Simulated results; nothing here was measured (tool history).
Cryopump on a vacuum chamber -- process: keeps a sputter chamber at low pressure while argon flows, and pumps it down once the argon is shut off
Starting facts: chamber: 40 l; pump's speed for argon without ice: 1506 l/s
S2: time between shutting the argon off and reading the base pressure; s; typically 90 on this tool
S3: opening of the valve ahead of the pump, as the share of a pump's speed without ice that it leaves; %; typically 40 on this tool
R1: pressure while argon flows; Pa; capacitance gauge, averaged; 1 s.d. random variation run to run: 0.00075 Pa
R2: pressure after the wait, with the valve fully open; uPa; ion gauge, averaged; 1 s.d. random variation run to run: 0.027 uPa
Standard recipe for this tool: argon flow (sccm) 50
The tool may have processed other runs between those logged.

Run 1, hour 0: usual settings. Result: R1 0.1431 Pa, R2 2.35 uPa.
Run 2, hour 88.6: usual settings. Result: R1 0.1436 Pa, R2 2.46 uPa.
Run 3, hour 189: usual settings. Result: R1 0.1444 Pa, R2 2.56 uPa.
Run 4, hour 247.1: usual settings. Result: R1 0.1435 Pa, R2 2.7 uPa.
Run 5, hour 330.7: usual settings. Result: R1 0.1462 Pa, R2 2.76 uPa.
At hour 375: leaking fittings of the chamber tightened, without venting.
Run 6, hour 397.4: usual settings. Result: R1 0.1463 Pa, R2 1.24 uPa.
Run 7, hour 439.4: usual settings but argon flow (sccm) 31, S2 214 s, S3 52 %. Result: R1 0.0714 Pa, R2 0.73 uPa.
Run 8, hour 482.4: usual settings but argon flow (sccm) 31, S2 214 s, S3 52 %. Result: R1 0.0707 Pa, R2 0.84 uPa.
Run 9, hour 528.8: usual settings but argon flow (sccm) 31, S2 214 s, S3 52 %. Result: R1 0.0728 Pa, R2 0.84 uPa.
Run 10, hour 605.9: usual settings but argon flow (sccm) 55, S3 41 %. Result: R1 0.16 Pa, R2 1.52 uPa.
Run 11, hour 663.3: usual settings but argon flow (sccm) 30, S2 31 s, S3 41 %. Result: R1 0.0873 Pa, R2 3.45 uPa.
Run 12, hour 747.8: usual settings but argon flow (sccm) 34, S2 31 s, S3 49 %. Result: R1 0.0847 Pa, R2 3.6 uPa.

Each row is a separate what-if for the run after 12, all from the same tool condition, not one after another. Results?
Run A, hour 801: usual settings but argon flow (sccm) 52, S2 28 s, S3 49 %. Result: R1 ?, R2 ?.
Run B, hour 801: usual settings but argon flow (sccm) 24, S2 59 s, S3 58 %. Result: R1 ?, R2 ?.
Run C, hour 801: usual settings but argon flow (sccm) 24, S2 31 s, S3 49 %. Result: R1 ?, R2 ?.
Run D, hour 801: usual settings but argon flow (sccm) 43, S2 101 s, S3 30 %. Result: R1 ?, R2 ?.

run      R1    R2
  A  0.1306  3.99
  B  0.0519   2.3
  C  0.0614  3.72
  D  0.1699   1.6
With the hidden condition removed and each run's random variation left untouched, the same runs would have given:
run      R1    R2
  A   0.119  3.41
  B  0.0465  1.72
  C  0.0561  3.13
  D  0.1603  1.04
